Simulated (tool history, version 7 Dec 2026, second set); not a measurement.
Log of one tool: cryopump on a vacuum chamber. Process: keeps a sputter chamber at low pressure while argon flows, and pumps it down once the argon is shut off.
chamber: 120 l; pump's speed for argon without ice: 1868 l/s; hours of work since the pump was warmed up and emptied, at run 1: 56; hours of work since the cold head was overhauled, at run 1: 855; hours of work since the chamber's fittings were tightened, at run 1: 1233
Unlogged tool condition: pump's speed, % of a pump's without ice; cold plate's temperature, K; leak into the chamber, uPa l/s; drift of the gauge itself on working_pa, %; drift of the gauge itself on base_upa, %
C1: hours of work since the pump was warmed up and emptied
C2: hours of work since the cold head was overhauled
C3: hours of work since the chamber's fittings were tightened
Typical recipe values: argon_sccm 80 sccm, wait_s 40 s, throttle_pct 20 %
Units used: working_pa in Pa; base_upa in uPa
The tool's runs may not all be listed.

Run 1, hour 0.0: usual settings; C1 56; C2 855; C3 1233. Result: working_pa 0.3614 Pa, base_upa 1.15 uPa.
Run 2, hour 18.0: usual settings but wait_s 152 s; C1 72; C2 871; C3 1248. Result: working_pa 0.3638 Pa, base_upa 0.79 uPa.
Run 3, hour 49.6: usual settings but wait_s 152 s; C1 99; C2 898; C3 1275. Result: working_pa 0.3655 Pa, base_upa 0.83 uPa.
Run 4, hour 65.3: usual settings but argon_sccm 114 sccm; C1 112; C2 911; C3 1288. Result: working_pa 0.5185 Pa, base_upa 1.12 uPa.
Run 5, hour 95.1: usual settings but argon_sccm 114 sccm; C1 138; C2 937; C3 1314. Result: working_pa 0.5188 Pa, base_upa 1.15 uPa.
Run 6, hour 129.8: usual settings but argon_sccm 114 sccm; C1 168; C2 966; C3 1344. Result: working_pa 0.5193 Pa, base_upa 1.18 uPa.
Run 7, hour 157.8: usual settings but argon_sccm 115 sccm; C1 191; C2 990; C3 1368. Result: working_pa 0.5257 Pa, base_upa 1.18 uPa.
Run 8, hour 177.5: usual settings but throttle_pct 26 %; C1 208; C2 1007; C3 1385. Result: working_pa 0.2833 Pa, base_upa 1.21 uPa.
Run 9, hour 200.0: usual settings but throttle_pct 26 %; C1 228; C2 1026; C3 1404. Result: working_pa 0.2858 Pa, base_upa 1.24 uPa.
Run 10, hour 217.6: usual settings but throttle_pct 26 %; C1 243; C2 1042; C3 1419. Result: working_pa 0.2855 Pa, base_upa 1.21 uPa.
Run 11, hour 242.1: usual settings but throttle_pct 18 %; C1 264; C2 1062; C3 1440. Result: working_pa 0.4056 Pa, base_upa 1.23 uPa.
Run 12, hour 265.4: usual settings but wait_s 127 s; C1 284; C2 1082; C3 1460. Result: working_pa 0.3694 Pa, base_upa 0.99 uPa.
Run 13, hour 284.8: usual settings; C1 300; C2 1099; C3 1476. Result: working_pa 0.3700 Pa, base_upa 1.29 uPa.
Run 14, hour 301.3: usual settings; C1 314; C2 1113; C3 1491. Result: working_pa 0.3704 Pa, base_upa 1.30 uPa.
Run 15, hour 318.3: usual settings but argon_sccm 60 sccm; C1 329; C2 1128; C3 1505. Result: working_pa 0.2780 Pa, base_upa 1.30 uPa.
Run 16, hour 351.6: usual settings but argon_sccm 60 sccm; C1 357; C2 1156; C3 1534. Result: working_pa 0.2776 Pa, base_upa 1.38 uPa.
Run 17, hour 383.4: usual settings but throttle_pct 37 %; C1 385; C2 1183; C3 1561. Result: working_pa 0.2049 Pa, base_upa 1.28 uPa.
Run 18, hour 407.0: usual settings but wait_s 152 s; C1 405; C2 1204; C3 1581. Result: working_pa 0.3724 Pa, base_upa 1.00 uPa.
Run 19, hour 443.4: usual settings but argon_sccm 127 sccm, wait_s 139 s, throttle_pct 19 %; C1 436; C2 1235; C3 1612. Result: working_pa 0.6195 Pa, base_upa 1.10 uPa.
Run 20, hour 460.5: usual settings but argon_sccm 76 sccm, throttle_pct 24 %; C1 451; C2 1249; C3 1627. Result: working_pa 0.2958 Pa, base_upa 1.42 uPa.
Run 21, hour 487.0: usual settings but argon_sccm 76 sccm, wait_s 228 s, throttle_pct 28 %; C1 473; C2 1272; C3 1650. Result: working_pa 0.2556 Pa, base_upa 1.06 uPa.
Run 22, hour 515.2: usual settings but argon_sccm 146 sccm, wait_s 32 s, throttle_pct 37 %; C1 497; C2 1296; C3 1674. Result: working_pa 0.3791 Pa, base_upa 1.57 uPa.
Run 23, hour 539.1: usual settings but argon_sccm 146 sccm, wait_s 292 s, throttle_pct 37 %; C1 518; C2 1317; C3 1694. Result: working_pa 0.3779 Pa, base_upa 1.07 uPa.
Run 24, hour 575.1: usual settings but argon_sccm 146 sccm, wait_s 292 s, throttle_pct 37 %; C1 549; C2 1348; C3 1725. Result: working_pa 0.3819 Pa, base_upa 1.09 uPa.
Run 25, hour 590.7: usual settings but argon_sccm 158 sccm, wait_s 48 s; C1 562; C2 1361; C3 1738. Result: working_pa 0.7410 Pa, base_upa 1.41 uPa.
Run 26, hour 610.7: usual settings but argon_sccm 158 sccm, wait_s 48 s; C1 579; C2 1378; C3 1755. Result: working_pa 0.7436 Pa, base_upa 1.42 uPa.
Run 27, hour 638.1: usual settings but argon_sccm 158 sccm, wait_s 37 s, throttle_pct 52 %; C1 603; C2 1402; C3 1779. Result: working_pa 0.3019 Pa, base_upa 1.57 uPa.
Run 28, hour 657.4: usual settings but argon_sccm 57 sccm, wait_s 196 s, throttle_pct 36 %; C1 619; C2 1418; C3 1795. Result: working_pa 0.1529 Pa, base_upa 1.18 uPa.
Run 29, hour 675.3: usual settings but argon_sccm 57 sccm, wait_s 21 s, throttle_pct 17 %; C1 635; C2 1433; C3 1811. Result: working_pa 0.3146 Pa, base_upa 1.94 uPa.
Run 30, hour 697.9: usual settings but argon_sccm 57 sccm, wait_s 55 s, throttle_pct 58 %; C1 654; C2 1453; C3 1830. Result: working_pa 0.0994 Pa, base_upa 1.47 uPa.
Run 31, hour 720.4: usual settings but argon_sccm 98 sccm, wait_s 57 s, throttle_pct 19 %; C1 673; C2 1472; C3 1849. Result: working_pa 0.4878 Pa, base_upa 1.48 uPa.
Run 32, hour 746.6: usual settings but argon_sccm 127 sccm, wait_s 35 s, throttle_pct 36 %; C1 696; C2 1494; C3 1872. Result: working_pa 0.3468 Pa, base_upa 1.63 uPa.
Run 33, hour 772.2: usual settings but argon_sccm 127 sccm, wait_s 26 s, throttle_pct 17 %; C1 718; C2 1516; C3 1894. Result: working_pa 0.7053 Pa, base_upa 1.77 uPa.
Run 34, hour 792.0: usual settings but wait_s 51 s; C1 734; C2 1533; C3 1911. Result: working_pa 0.3793 Pa, base_upa 1.47 uPa.
Run 35, hour 813.4: usual settings but wait_s 51 s; C1 753; C2 1552; C3 1929. Result: working_pa 0.3839 Pa, base_upa 1.56 uPa.

Branching from run 35: 3 alternative next runs. What would each branch give?
Run A, hour 829.7: usual settings but argon_sccm 60 sccm; C1 767; C2 1566; C3 1943. Result: working_pa ?, base_upa ?.
Run B, hour 829.7: usual settings but argon_sccm 37 sccm, wait_s 51 s, throttle_pct 22 %; C1 767; C2 1566; C3 1943. Result: working_pa ?, base_upa ?.
Run C, hour 829.7: usual settings but argon_sccm 104 sccm, wait_s 43 s; C1 767; C2 1566; C3 1943. Result: working_pa ?, base_upa ?.

run  working_pa  base_upa
  A      0.2833      1.63
  B      0.1602      1.55
  C      0.4926      1.63
Stripped of hidden state, with their random variation kept, the same runs would have yielded:
run  working_pa  base_upa
  A      0.2697      0.59
  B      0.1518      0.50
  C      0.4688      0.56
